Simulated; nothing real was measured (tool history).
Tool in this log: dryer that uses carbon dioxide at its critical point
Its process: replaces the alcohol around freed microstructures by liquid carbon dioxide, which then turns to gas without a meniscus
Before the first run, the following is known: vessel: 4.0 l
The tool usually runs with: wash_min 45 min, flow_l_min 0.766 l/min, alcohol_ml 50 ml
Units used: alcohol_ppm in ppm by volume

run 1 hour=0.0 | wash_min=45 flow_l_min=0.766 alcohol_ml=50 | alcohol_ppm=159
run 2 hour=23.2 | wash_min=45 flow_l_min=0.766 alcohol_ml=50 | alcohol_ppm=168
run 3 hour=37.8 | wash_min=45 flow_l_min=0.766 alcohol_ml=50 | alcohol_ppm=172
run 4 hour=53.9 | wash_min=45 flow_l_min=0.766 alcohol_ml=50 | alcohol_ppm=185
run 5 hour=70.8 | wash_min=45 flow_l_min=0.766 alcohol_ml=50 | alcohol_ppm=195
run 6 hour=90.3 | wash_min=45 flow_l_min=0.962 alcohol_ml=50 | alcohol_ppm=178
run 7 hour=104.6 | wash_min=45 flow_l_min=0.766 alcohol_ml=31 | alcohol_ppm=199
run 8 hour=120.7 | wash_min=45 flow_l_min=0.766 alcohol_ml=31 | alcohol_ppm=206
run 9 hour=132.5 | wash_min=45 flow_l_min=0.766 alcohol_ml=31 | alcohol_ppm=189
run 10 hour=142.5 | wash_min=45 flow_l_min=0.766 alcohol_ml=31 | alcohol_ppm=204
run 11 hour=153.6 | wash_min=45 flow_l_min=0.766 alcohol_ml=50 | alcohol_ppm=224
run 12 hour=170.6 | wash_min=45 flow_l_min=0.766 alcohol_ml=50 | alcohol_ppm=234
run 13 hour=187.5 | wash_min=42 flow_l_min=0.766 alcohol_ml=50 | alcohol_ppm=278
run 14 hour=207.6 | wash_min=42 flow_l_min=0.766 alcohol_ml=50 | alcohol_ppm=265
run 15 hour=218.8 | wash_min=42 flow_l_min=0.995 alcohol_ml=50 | alcohol_ppm=222
-- hour=227.2 inlet filter changed
run 16 hour=233.2 | wash_min=42 flow_l_min=0.995 alcohol_ml=50 | alcohol_ppm=199
run 17 hour=250.3 | wash_min=42 flow_l_min=0.995 alcohol_ml=50 | alcohol_ppm=226
run 18 hour=271.4 | wash_min=42 flow_l_min=0.995 alcohol_ml=50 | alcohol_ppm=227
run 19 hour=290.2 | wash_min=42 flow_l_min=0.974 alcohol_ml=50 | alcohol_ppm=239
run 20 hour=312.4 | wash_min=45 flow_l_min=0.766 alcohol_ml=76 | alcohol_ppm=260
run 21 hour=331.6 | wash_min=45 flow_l_min=0.766 alcohol_ml=76 | alcohol_ppm=285
run 22 hour=350.3 | wash_min=45 flow_l_min=0.766 alcohol_ml=76 | alcohol_ppm=274
run 23 hour=371.8 | wash_min=45 flow_l_min=0.766 alcohol_ml=76 | alcohol_ppm=277
run 24 hour=389.3 | wash_min=45 flow_l_min=0.766 alcohol_ml=76 | alcohol_ppm=295
run 25 hour=402.3 | wash_min=45 flow_l_min=0.524 alcohol_ml=76 | alcohol_ppm=521
run 26 hour=414.6 | wash_min=45 flow_l_min=0.524 alcohol_ml=76 | alcohol_ppm=540
run 27 hour=428.0 | wash_min=45 flow_l_min=0.524 alcohol_ml=76 | alcohol_ppm=524
run 28 hour=441.7 | wash_min=45 flow_l_min=0.524 alcohol_ml=76 | alcohol_ppm=542
-- hour=455.5 purifier's bed changed
run 29 hour=461.8 | wash_min=29 flow_l_min=0.816 alcohol_ml=30 | alcohol_ppm=109
run 30 hour=477.0 | wash_min=45 flow_l_min=0.512 alcohol_ml=50 | alcohol_ppm=203
run 31 hour=491.6 | wash_min=50 flow_l_min=0.493 alcohol_ml=50 | alcohol_ppm=168
run 32 hour=501.8 | wash_min=50 flow_l_min=0.493 alcohol_ml=50 | alcohol_ppm=160
run 33 hour=516.3 | wash_min=50 flow_l_min=0.493 alcohol_ml=50 | alcohol_ppm=176
run 34 hour=527.2 | wash_min=40 flow_l_min=0.642 alcohol_ml=69 | alcohol_ppm=205
run 35 hour=550.7 | wash_min=35 flow_l_min=1.173 alcohol_ml=85 | alcohol_ppm=48
run 36 hour=561.1 | wash_min=35 flow_l_min=1.173 alcohol_ml=85 | alcohol_ppm=53
run 37 hour=584.8 | wash_min=51 flow_l_min=1.247 alcohol_ml=50 | alcohol_ppm=66
run 38 hour=608.2 | wash_min=51 flow_l_min=1.247 alcohol_ml=50 | alcohol_ppm=52
run 39 hour=618.6 | wash_min=40 flow_l_min=0.760 alcohol_ml=36 | alcohol_ppm=105
run 40 hour=629.0 | wash_min=43 flow_l_min=0.766 alcohol_ml=65 | alcohol_ppm=124
run 41 hour=651.3 | wash_min=58 flow_l_min=1.075 alcohol_ml=44 | alcohol_ppm=68
run 42 hour=668.7 | wash_min=45 flow_l_min=1.109 alcohol_ml=50 | alcohol_ppm=86
run 43 hour=682.7 | wash_min=45 flow_l_min=1.109 alcohol_ml=50 | alcohol_ppm=88
run 44 hour=694.3 | wash_min=45 flow_l_min=0.510 alcohol_ml=50 | alcohol_ppm=320
run 45 hour=715.8 | wash_min=33 flow_l_min=1.264 alcohol_ml=77 | alcohol_ppm=120
run 46 hour=738.8 | wash_min=62 flow_l_min=0.895 alcohol_ml=23 | alcohol_ppm=106
run 47 hour=761.0 | wash_min=62 flow_l_min=1.034 alcohol_ml=92 | alcohol_ppm=125

Below, each run's measurement less what the same run would have read without the hidden state. Both values contain the same run-to-run variation, but the gauge's scatter may not be the same in both:
The tool's hidden condition here consists of: flow that reaches the vessel past the clogged filter, %; alcohol in the recycled carbon dioxide, ppm; drift of the gauge itself on alcohol_ppm, %.
run=1 alcohol_ppm=+140
run=2 alcohol_ppm=+153
run=3 alcohol_ppm=+154
run=4 alcohol_ppm=+168
run=5 alcohol_ppm=+172
run=6 alcohol_ppm=+167
run=7 alcohol_ppm=+172
run=8 alcohol_ppm=+183
run=9 alcohol_ppm=+182
run=10 alcohol_ppm=+191
run=11 alcohol_ppm=+206
run=12 alcohol_ppm=+214
run=13 alcohol_ppm=+239
run=14 alcohol_ppm=+238
run=15 alcohol_ppm=+216
run=16 alcohol_ppm=+199
run=17 alcohol_ppm=+213
run=18 alcohol_ppm=+220
run=19 alcohol_ppm=+229
run=20 alcohol_ppm=+238
run=21 alcohol_ppm=+254
run=22 alcohol_ppm=+253
run=23 alcohol_ppm=+261
run=24 alcohol_ppm=+271
run=25 alcohol_ppm=+318
run=26 alcohol_ppm=+328
run=27 alcohol_ppm=+323
run=28 alcohol_ppm=+342
run=29 alcohol_ppm=+27
run=30 alcohol_ppm=+55
run=31 alcohol_ppm=+53
run=32 alcohol_ppm=+58
run=33 alcohol_ppm=+67
run=34 alcohol_ppm=+81
run=35 alcohol_ppm=+41
run=36 alcohol_ppm=+44
run=37 alcohol_ppm=+45
run=38 alcohol_ppm=+52
run=39 alcohol_ppm=+77
run=40 alcohol_ppm=+87
run=41 alcohol_ppm=+67
run=42 alcohol_ppm=+75
run=43 alcohol_ppm=+80
run=44 alcohol_ppm=+179
run=45 alcohol_ppm=+102
run=46 alcohol_ppm=+102
run=47 alcohol_ppm=+111
